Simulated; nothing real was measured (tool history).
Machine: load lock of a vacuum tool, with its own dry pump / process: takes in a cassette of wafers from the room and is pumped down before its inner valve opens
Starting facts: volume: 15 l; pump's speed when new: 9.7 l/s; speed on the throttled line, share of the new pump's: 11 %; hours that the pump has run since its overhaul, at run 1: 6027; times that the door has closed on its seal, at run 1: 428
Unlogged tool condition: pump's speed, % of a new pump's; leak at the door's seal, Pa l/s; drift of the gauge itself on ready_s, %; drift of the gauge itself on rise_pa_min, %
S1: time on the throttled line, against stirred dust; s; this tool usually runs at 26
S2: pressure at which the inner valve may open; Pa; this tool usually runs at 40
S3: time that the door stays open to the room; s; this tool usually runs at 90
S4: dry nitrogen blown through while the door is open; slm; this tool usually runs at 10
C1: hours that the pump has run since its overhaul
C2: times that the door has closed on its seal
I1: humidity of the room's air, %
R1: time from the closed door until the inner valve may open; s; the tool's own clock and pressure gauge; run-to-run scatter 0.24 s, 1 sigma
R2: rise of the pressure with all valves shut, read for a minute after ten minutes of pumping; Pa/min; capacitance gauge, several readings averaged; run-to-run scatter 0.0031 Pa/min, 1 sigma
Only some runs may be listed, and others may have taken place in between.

{"run": 1, "day": 0.0, "S1": 26, "S2": 40, "S3": 90, "S4": 10, "C1": 6027, "C2": 428, "I1": 42.4, "R1": 35.4, "R2": 0.072}
{"run": 2, "day": 5.904, "S1": 26, "S2": 40, "S3": 90, "S4": 10, "C1": 6169, "C2": 877, "I1": 47.4, "R1": 35, "R2": 0.084}
{"run": 3, "day": 10.796, "S1": 26, "S2": 40, "S3": 90, "S4": 10, "C1": 6286, "C2": 1248, "I1": 46.6, "R1": 35.5, "R2": 0.08}
{"run": 4, "day": 15.925, "S1": 30, "S2": 40, "S3": 90, "S4": 10, "C1": 6409, "C2": 1638, "I1": 44.1, "R1": 38.6, "R2": 0.071}
{"run": 5, "day": 20.188, "S1": 30, "S2": 40, "S3": 90, "S4": 10, "C1": 6511, "C2": 1962, "I1": 50, "R1": 38.6, "R2": 0.087}
{"run": 6, "day": 23.3, "S1": 26, "S2": 40, "S3": 90, "S4": 10, "C1": 6586, "C2": 2198, "I1": 44.7, "R1": 35.5, "R2": 0.08}
{"run": 7, "day": 27.088, "S1": 26, "S2": 40, "S3": 90, "S4": 10, "C1": 6677, "C2": 2486, "I1": 43, "R1": 35.9, "R2": 0.068}
{"run": 8, "day": 32.9, "S1": 26, "S2": 40, "S3": 90, "S4": 10, "C1": 6817, "C2": 2927, "I1": 45.1, "R1": 35.7, "R2": 0.077}
{"run": 9, "day": 35.712, "S1": 24, "S2": 40, "S3": 90, "S4": 10, "C1": 6884, "C2": 3141, "I1": 47.9, "R1": 33.8, "R2": 0.079}
{"run": 10, "day": 38.692, "S1": 24, "S2": 40, "S3": 90, "S4": 10, "C1": 6956, "C2": 3367, "I1": 45.2, "R1": 33.2, "R2": 0.078}
{"run": 11, "day": 44.246, "S1": 24, "S2": 40, "S3": 90, "S4": 10, "C1": 7089, "C2": 3789, "I1": 45.4, "R1": 33.6, "R2": 0.073}
{"run": 12, "day": 48.925, "S1": 26, "S2": 40, "S3": 90, "S4": 43, "C1": 7201, "C2": 4144, "I1": 48.3, "R1": 35.6, "R2": 0.041}
{"run": 13, "day": 51.658, "S1": 26, "S2": 40, "S3": 90, "S4": 10, "C1": 7267, "C2": 4352, "I1": 45.5, "R1": 35.2, "R2": 0.082}
{"run": 14, "day": 57.462, "S1": 50, "S2": 40, "S3": 90, "S4": 10, "C1": 7406, "C2": 4793, "I1": 45.9, "R1": 57.2, "R2": 0.074}
{"run": 15, "day": 62.646, "S1": 26, "S2": 76, "S3": 34, "S4": 10, "C1": 7530, "C2": 5186, "I1": 45.6, "R1": 34.1, "R2": 0.046}
{"run": 16, "day": 66.162, "S1": 17, "S2": 40, "S3": 90, "S4": 28, "C1": 7615, "C2": 5454, "I1": 43.9, "R1": 27.7, "R2": 0.045}
{"run": 17, "day": 69.492, "S1": 28, "S2": 71, "S3": 31, "S4": 26, "C1": 7695, "C2": 5706, "I1": 42.4, "R1": 36.7, "R2": 0.03}
{"run": 18, "day": 73.771, "S1": 28, "S2": 71, "S3": 31, "S4": 42, "C1": 7797, "C2": 6032, "I1": 42.8, "R1": 36.2, "R2": 0.023}
{"run": 19, "day": 78.45, "S1": 50, "S2": 66, "S3": 41, "S4": 12, "C1": 7910, "C2": 6387, "I1": 44.6, "R1": 56, "R2": 0.048}
{"run": 20, "day": 82.525, "S1": 50, "S2": 66, "S3": 41, "S4": 12, "C1": 8008, "C2": 6696, "I1": 46.1, "R1": 55.9, "R2": 0.047}
{"run": 21, "day": 88.679, "S1": 25, "S2": 38, "S3": 36, "S4": 5, "C1": 8155, "C2": 7164, "I1": 46.5, "R1": 34.7, "R2": 0.061}
{"run": 22, "day": 93.962, "S1": 15, "S2": 31, "S3": 161, "S4": 27, "C1": 8282, "C2": 7565, "I1": 43.9, "R1": 26, "R2": 0.063}
{"run": 23, "day": 97.167, "S1": 28, "S2": 77, "S3": 236, "S4": 19, "C1": 8359, "C2": 7808, "I1": 46.7, "R1": 36.1, "R2": 0.098}
{"run": 24, "day": 103.254, "S1": 17, "S2": 40, "S3": 90, "S4": 14, "C1": 8505, "C2": 8271, "I1": 47.7, "R1": 27.4, "R2": 0.07}
{"run": 25, "day": 106.054, "S1": 17, "S2": 40, "S3": 90, "S4": 14, "C1": 8572, "C2": 8484, "I1": 42.8, "R1": 27.2, "R2": 0.063}
{"run": 26, "day": 109.396, "S1": 17, "S2": 40, "S3": 90, "S4": 14, "C1": 8652, "C2": 8737, "I1": 43.5, "R1": 27.4, "R2": 0.065}

What if the next run were any one of these 5? Each begins from the tool's condition after run 26:
{"run": "A", "day": 113.767, "S1": 17, "S2": 40, "S3": 125, "S4": 12, "C1": 8757, "C2": 9069, "I1": 48.7, "R1": "?", "R2": "?"}
{"run": "B", "day": 113.767, "S1": 26, "S2": 75, "S3": 90, "S4": 26, "C1": 8757, "C2": 9069, "I1": 43.8, "R1": "?", "R2": "?"}
{"run": "C", "day": 113.767, "S1": 26, "S2": 41, "S3": 47, "S4": 10, "C1": 8757, "C2": 9069, "I1": 42, "R1": "?", "R2": "?"}
{"run": "D", "day": 113.767, "S1": 36, "S2": 40, "S3": 141, "S4": 12, "C1": 8757, "C2": 9069, "I1": 49, "R1": "?", "R2": "?"}
{"run": "E", "day": 113.767, "S1": 17, "S2": 49, "S3": 90, "S4": 14, "C1": 8757, "C2": 9069, "I1": 44.6, "R1": "?", "R2": "?"}

run=A R1=27 R2=0.092
run=B R1=34.1 R2=0.058
run=C R1=35.3 R2=0.052
run=D R1=44.3 R2=0.098
run=E R1=27.1 R2=0.074
Take away the tool's hidden state, keep each run's random variation, and the runs would have read:
run=A R1=27 R2=0.092
run=B R1=34.1 R2=0.058
run=C R1=35.2 R2=0.052
run=D R1=44.3 R2=0.098
run=E R1=27.1 R2=0.073
